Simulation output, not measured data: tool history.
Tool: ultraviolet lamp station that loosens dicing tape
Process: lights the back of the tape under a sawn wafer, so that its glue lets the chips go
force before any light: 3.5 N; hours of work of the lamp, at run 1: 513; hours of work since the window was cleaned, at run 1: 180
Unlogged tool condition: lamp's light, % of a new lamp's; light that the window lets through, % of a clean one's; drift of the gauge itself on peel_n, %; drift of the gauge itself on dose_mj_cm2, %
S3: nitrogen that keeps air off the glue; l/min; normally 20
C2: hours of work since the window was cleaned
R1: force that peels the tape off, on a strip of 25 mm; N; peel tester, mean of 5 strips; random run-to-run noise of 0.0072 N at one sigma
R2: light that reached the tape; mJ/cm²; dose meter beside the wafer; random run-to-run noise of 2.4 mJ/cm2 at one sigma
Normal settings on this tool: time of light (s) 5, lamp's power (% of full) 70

Run 1, hour 0: usual settings; hours of work of the lamp 513; C2 180. Result: R1 0.258 N, R2 281 mJ/cm².
Run 2, hour 33.5: usual settings but lamp's power (% of full) 68; hours of work of the lamp 531; C2 198. Result: R1 0.27 N, R2 273 mJ/cm².
Run 3, hour 71: usual settings but time of light (s) 2; hours of work of the lamp 551; C2 218. Result: R1 1.032 N, R2 115 mJ/cm².
Run 4, hour 100.5: usual settings; hours of work of the lamp 567; C2 234. Result: R1 0.263 N, R2 283 mJ/cm².
Run 5, hour 135.2: usual settings; hours of work of the lamp 586; C2 253. Result: R1 0.274 N, R2 288 mJ/cm².
Run 6, hour 168.6: usual settings; hours of work of the lamp 604; C2 271. Result: R1 0.267 N, R2 283 mJ/cm².
Run 7, hour 202.4: usual settings; hours of work of the lamp 622; C2 289. Result: R1 0.257 N, R2 276 mJ/cm².
Run 8, hour 240.1: usual settings but lamp's power (% of full) 82; hours of work of the lamp 642; C2 309. Result: R1 0.207 N, R2 329 mJ/cm².
Run 9, hour 274.4: usual settings but lamp's power (% of full) 82; hours of work of the lamp 661; C2 328. Result: R1 0.212 N, R2 332 mJ/cm².
Run 10, hour 299.4: usual settings; hours of work of the lamp 674; C2 341. Result: R1 0.261 N, R2 282 mJ/cm².
Run 11, hour 334: usual settings; hours of work of the lamp 693; C2 360. Result: R1 0.259 N, R2 280 mJ/cm².
Run 12, hour 372.5: usual settings; hours of work of the lamp 714; C2 381. Result: R1 0.267 N, R2 282 mJ/cm².
Run 13, hour 396.1: usual settings; hours of work of the lamp 727; C2 394. Result: R1 0.262 N, R2 277 mJ/cm².
Run 14, hour 426.6: usual settings; hours of work of the lamp 743; C2 410. Result: R1 0.271 N, R2 279 mJ/cm².
At hour 444.2: window cleaned of glue's vapour.
Run 15, hour 445.1: usual settings but lamp's power (% of full) 98; hours of work of the lamp 753; C2 0. Result: R1 0.169 N, R2 394 mJ/cm².
Run 16, hour 464.2: usual settings but lamp's power (% of full) 98; hours of work of the lamp 763; C2 11. Result: R1 0.184 N, R2 393 mJ/cm².
Run 17, hour 491.3: usual settings; hours of work of the lamp 778; C2 25. Result: R1 0.255 N, R2 274 mJ/cm².
Run 18, hour 524.2: usual settings; hours of work of the lamp 796; C2 43. Result: R1 0.271 N, R2 283 mJ/cm².
Run 19, hour 548: usual settings; hours of work of the lamp 808; C2 56. Result: R1 0.25 N, R2 284 mJ/cm².
Run 20, hour 573.2: usual settings but lamp's power (% of full) 90, S3 40 l/min; hours of work of the lamp 822; C2 70. Result: R1 0.167 N, R2 364 mJ/cm².
Run 21, hour 610: usual settings but lamp's power (% of full) 90, S3 40 l/min; hours of work of the lamp 842; C2 90. Result: R1 0.164 N, R2 356 mJ/cm².
Run 22, hour 640.7: usual settings but time of light (s) 3, lamp's power (% of full) 71, S3 15 l/min; hours of work of the lamp 859; C2 106. Result: R1 0.667 N, R2 168 mJ/cm².
Run 23, hour 658.2: usual settings but time of light (s) 6; hours of work of the lamp 868; C2 116. Result: R1 0.201 N, R2 335 mJ/cm².
Run 24, hour 686: usual settings but time of light (s) 6; hours of work of the lamp 883; C2 131. Result: R1 0.202 N, R2 334 mJ/cm².
Run 25, hour 708.1: usual settings but time of light (s) 2, S3 10 l/min; hours of work of the lamp 895; C2 143. Result: R1 1.22 N, R2 114 mJ/cm².
Run 26, hour 743.2: usual settings but time of light (s) 2, lamp's power (% of full) 73, S3 21 l/min; hours of work of the lamp 914; C2 162. Result: R1 0.995 N, R2 118 mJ/cm².
At hour 770.9: lamp changed.
Run 27, hour 778.4: usual settings but time of light (s) 2, lamp's power (% of full) 73, S3 21 l/min; hours of work of the lamp 4; C2 180. Result: R1 0.961 N, R2 120 mJ/cm².
Run 28, hour 798.7: usual settings but time of light (s) 6, lamp's power (% of full) 63; hours of work of the lamp 15; C2 191. Result: R1 0.232 N, R2 308 mJ/cm².
Run 29, hour 837.1: usual settings but time of light (s) 6, lamp's power (% of full) 63; hours of work of the lamp 36; C2 212. Result: R1 0.239 N, R2 306 mJ/cm².
Run 30, hour 867.1: usual settings but time of light (s) 6, lamp's power (% of full) 95, S3 18 l/min; hours of work of the lamp 52; C2 228. Result: R1 0.163 N, R2 457 mJ/cm².
Run 31, hour 897.6: usual settings; hours of work of the lamp 68; C2 244. Result: R1 0.255 N, R2 278 mJ/cm².
Run 32, hour 932.4: usual settings; hours of work of the lamp 87; C2 263. Result: R1 0.27 N, R2 280 mJ/cm².
Run 33, hour 963.3: usual settings but time of light (s) 2, lamp's power (% of full) 89, S3 9 l/min; hours of work of the lamp 104; C2 280. Result: R1 1.029 N, R2 142 mJ/cm².
Run 34, hour 993.2: usual settings but time of light (s) 4, lamp's power (% of full) 74, S3 9 l/min; hours of work of the lamp 120; C2 296. Result: R1 0.473 N, R2 239 mJ/cm².
Run 35, hour 1032.8: usual settings but time of light (s) 4, lamp's power (% of full) 79, S3 9 l/min; hours of work of the lamp 142; C2 317. Result: R1 0.439 N, R2 256 mJ/cm².

What if the next run were any one of these 5? Each begins from the tool's condition after run 35:
Run A, hour 1063.2: usual settings but time of light (s) 4, lamp's power (% of full) 65, S3 7 l/min; hours of work of the lamp 158; C2 334. Result: R1 ?, R2 ?.
Run B, hour 1063.2: usual settings but time of light (s) 3, S3 18 l/min; hours of work of the lamp 158; C2 334. Result: R1 ?, R2 ?.
Run C, hour 1063.2: usual settings but time of light (s) 3, lamp's power (% of full) 96; hours of work of the lamp 158; C2 334. Result: R1 ?, R2 ?.
Run D, hour 1063.2: usual settings but time of light (s) 4, lamp's power (% of full) 76, S3 15 l/min; hours of work of the lamp 158; C2 334. Result: R1 ?, R2 ?.
Run E, hour 1063.2: usual settings; hours of work of the lamp 158; C2 334. Result: R1 ?, R2 ?.

run     R1   R2
  A  0.669  209
  B  0.625  166
  C   0.36  229
  D  0.372  246
  E  0.279  282
The same runs, with their run-to-run variation unchanged, on a tool lacking any hidden condition would have given:
run     R1   R2
  A  0.667  209
  B  0.624  166
  C  0.359  229
  D  0.371  246
  E  0.279  282

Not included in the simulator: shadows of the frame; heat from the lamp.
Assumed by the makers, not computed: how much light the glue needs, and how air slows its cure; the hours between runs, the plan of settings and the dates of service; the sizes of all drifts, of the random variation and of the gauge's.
